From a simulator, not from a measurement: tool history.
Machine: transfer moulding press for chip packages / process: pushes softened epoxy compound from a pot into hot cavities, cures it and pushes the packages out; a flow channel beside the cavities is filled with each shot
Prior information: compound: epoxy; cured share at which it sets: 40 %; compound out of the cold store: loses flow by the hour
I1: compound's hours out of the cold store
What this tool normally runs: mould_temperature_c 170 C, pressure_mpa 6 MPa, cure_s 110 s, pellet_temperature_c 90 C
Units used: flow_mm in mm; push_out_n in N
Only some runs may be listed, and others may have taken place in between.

{"run": 1, "day": 0.0, "mould_temperature_c": 170, "pressure_mpa": 6, "cure_s": 110, "pellet_temperature_c": 90, "I1": 9, "flow_mm": 839, "push_out_n": 697}
{"run": 2, "day": 0.208, "mould_temperature_c": 170, "pressure_mpa": 6, "cure_s": 110, "pellet_temperature_c": 90, "I1": 42.7, "flow_mm": 759, "push_out_n": 675}
{"day": 0.421, "done": "cavities cleaned with cleaning compound and waxed"}
{"run": 3, "day": 0.612, "mould_temperature_c": 170, "pressure_mpa": 6, "cure_s": 110, "pellet_temperature_c": 90, "I1": 19.9, "flow_mm": 812, "push_out_n": 447}
{"run": 4, "day": 0.862, "mould_temperature_c": 170, "pressure_mpa": 6, "cure_s": 110, "pellet_temperature_c": 90, "I1": 23.2, "flow_mm": 807, "push_out_n": 469}
{"run": 5, "day": 1.2, "mould_temperature_c": 170, "pressure_mpa": 6, "cure_s": 110, "pellet_temperature_c": 90, "I1": 33.4, "flow_mm": 792, "push_out_n": 508}
{"run": 6, "day": 1.571, "mould_temperature_c": 170, "pressure_mpa": 6, "cure_s": 110, "pellet_temperature_c": 90, "I1": 28.8, "flow_mm": 792, "push_out_n": 528}
{"run": 7, "day": 1.871, "mould_temperature_c": 170, "pressure_mpa": 6, "cure_s": 110, "pellet_temperature_c": 90, "I1": 21.1, "flow_mm": 809, "push_out_n": 563}
{"run": 8, "day": 2.188, "mould_temperature_c": 170, "pressure_mpa": 6, "cure_s": 110, "pellet_temperature_c": 90, "I1": 16.8, "flow_mm": 821, "push_out_n": 581}
{"run": 9, "day": 2.488, "mould_temperature_c": 170, "pressure_mpa": 6, "cure_s": 110, "pellet_temperature_c": 90, "I1": 36.1, "flow_mm": 775, "push_out_n": 620}
{"run": 10, "day": 2.721, "mould_temperature_c": 170, "pressure_mpa": 6, "cure_s": 110, "pellet_temperature_c": 90, "I1": 44.9, "flow_mm": 751, "push_out_n": 608}
{"run": 11, "day": 3.05, "mould_temperature_c": 170, "pressure_mpa": 6, "cure_s": 110, "pellet_temperature_c": 90, "I1": 24.4, "flow_mm": 813, "push_out_n": 607}
{"day": 3.338, "done": "plunger's sealing rings changed"}
{"run": 12, "day": 3.392, "mould_temperature_c": 170, "pressure_mpa": 6, "cure_s": 110, "pellet_temperature_c": 90, "I1": 38.8, "flow_mm": 800, "push_out_n": 648}
{"run": 13, "day": 3.583, "mould_temperature_c": 170, "pressure_mpa": 6, "cure_s": 110, "pellet_temperature_c": 90, "I1": 45.9, "flow_mm": 791, "push_out_n": 624}
{"run": 14, "day": 3.921, "mould_temperature_c": 170, "pressure_mpa": 6, "cure_s": 109, "pellet_temperature_c": 90, "I1": 10.8, "flow_mm": 871, "push_out_n": 694}
{"run": 15, "day": 4.229, "mould_temperature_c": 170, "pressure_mpa": 6, "cure_s": 109, "pellet_temperature_c": 90, "I1": 28.9, "flow_mm": 823, "push_out_n": 696}
{"day": 4.717, "done": "cavities cleaned with cleaning compound and waxed"}
{"run": 16, "day": 4.717, "mould_temperature_c": 164, "pressure_mpa": 6.81, "cure_s": 139, "pellet_temperature_c": 99, "I1": 44.9, "flow_mm": 865, "push_out_n": 391}
{"run": 17, "day": 5.033, "mould_temperature_c": 164, "pressure_mpa": 6.81, "cure_s": 139, "pellet_temperature_c": 99, "I1": 33.8, "flow_mm": 897, "push_out_n": 427}
{"run": 18, "day": 5.262, "mould_temperature_c": 163, "pressure_mpa": 4.62, "cure_s": 139, "pellet_temperature_c": 99, "I1": 38.8, "flow_mm": 728, "push_out_n": 482}
{"run": 19, "day": 5.679, "mould_temperature_c": 163, "pressure_mpa": 4.62, "cure_s": 139, "pellet_temperature_c": 99, "I1": 16.6, "flow_mm": 776, "push_out_n": 525}
{"run": 20, "day": 6.046, "mould_temperature_c": 167, "pressure_mpa": 6, "cure_s": 110, "pellet_temperature_c": 90, "I1": 23.2, "flow_mm": 849, "push_out_n": 623}
{"run": 21, "day": 6.471, "mould_temperature_c": 171, "pressure_mpa": 4.8, "cure_s": 147, "pellet_temperature_c": 80, "I1": 37.7, "flow_mm": 714, "push_out_n": 518}
{"run": 22, "day": 6.708, "mould_temperature_c": 170, "pressure_mpa": 5.17, "cure_s": 110, "pellet_temperature_c": 90, "I1": 23.6, "flow_mm": 775, "push_out_n": 577}
{"run": 23, "day": 7.012, "mould_temperature_c": 175, "pressure_mpa": 4.7, "cure_s": 110, "pellet_temperature_c": 93, "I1": 33.6, "flow_mm": 699, "push_out_n": 523}
{"run": 24, "day": 7.446, "mould_temperature_c": 177, "pressure_mpa": 6.02, "cure_s": 110, "pellet_temperature_c": 90, "I1": 37.3, "flow_mm": 776, "push_out_n": 609}
{"run": 25, "day": 7.758, "mould_temperature_c": 177, "pressure_mpa": 6.02, "cure_s": 110, "pellet_temperature_c": 90, "I1": 29.8, "flow_mm": 788, "push_out_n": 585}
{"run": 26, "day": 8.117, "mould_temperature_c": 170, "pressure_mpa": 6.02, "cure_s": 135, "pellet_temperature_c": 89, "I1": 25.1, "flow_mm": 835, "push_out_n": 606}
{"run": 27, "day": 8.421, "mould_temperature_c": 167, "pressure_mpa": 6.46, "cure_s": 138, "pellet_temperature_c": 92, "I1": 22.9, "flow_mm": 869, "push_out_n": 642}
{"run": 28, "day": 8.783, "mould_temperature_c": 167, "pressure_mpa": 6.46, "cure_s": 138, "pellet_temperature_c": 92, "I1": 41.4, "flow_mm": 830, "push_out_n": 639}
{"day": 8.904, "done": "cavities cleaned with cleaning compound and waxed"}
{"run": 29, "day": 9.192, "mould_temperature_c": 164, "pressure_mpa": 5.1, "cure_s": 138, "pellet_temperature_c": 84, "I1": 35.6, "flow_mm": 768, "push_out_n": 455}

Alternative continuations, all from the tool just after run 29; predict every row:
{"run": "A", "day": 9.375, "mould_temperature_c": 164, "pressure_mpa": 5.68, "cure_s": 140, "pellet_temperature_c": 84, "I1": 12.8, "flow_mm": "?", "push_out_n": "?"}
{"run": "B", "day": 9.375, "mould_temperature_c": 170, "pressure_mpa": 6, "cure_s": 110, "pellet_temperature_c": 96, "I1": 9.9, "flow_mm": "?", "push_out_n": "?"}
{"run": "C", "day": 9.375, "mould_temperature_c": 170, "pressure_mpa": 6, "cure_s": 119, "pellet_temperature_c": 83, "I1": 22.4, "flow_mm": "?", "push_out_n": "?"}
{"run": "D", "day": 9.375, "mould_temperature_c": 177, "pressure_mpa": 6.91, "cure_s": 97, "pellet_temperature_c": 84, "I1": 39.1, "flow_mm": "?", "push_out_n": "?"}

run=A flow_mm=874 push_out_n=486
run=B flow_mm=867 push_out_n=467
run=C flow_mm=833 push_out_n=457
run=D flow_mm=826 push_out_n=439
Without the tool's unlogged condition, the same runs would have read:
run=A flow_mm=882 push_out_n=424
run=B flow_mm=875 push_out_n=407
run=C flow_mm=841 push_out_n=399
run=D flow_mm=834 push_out_n=384
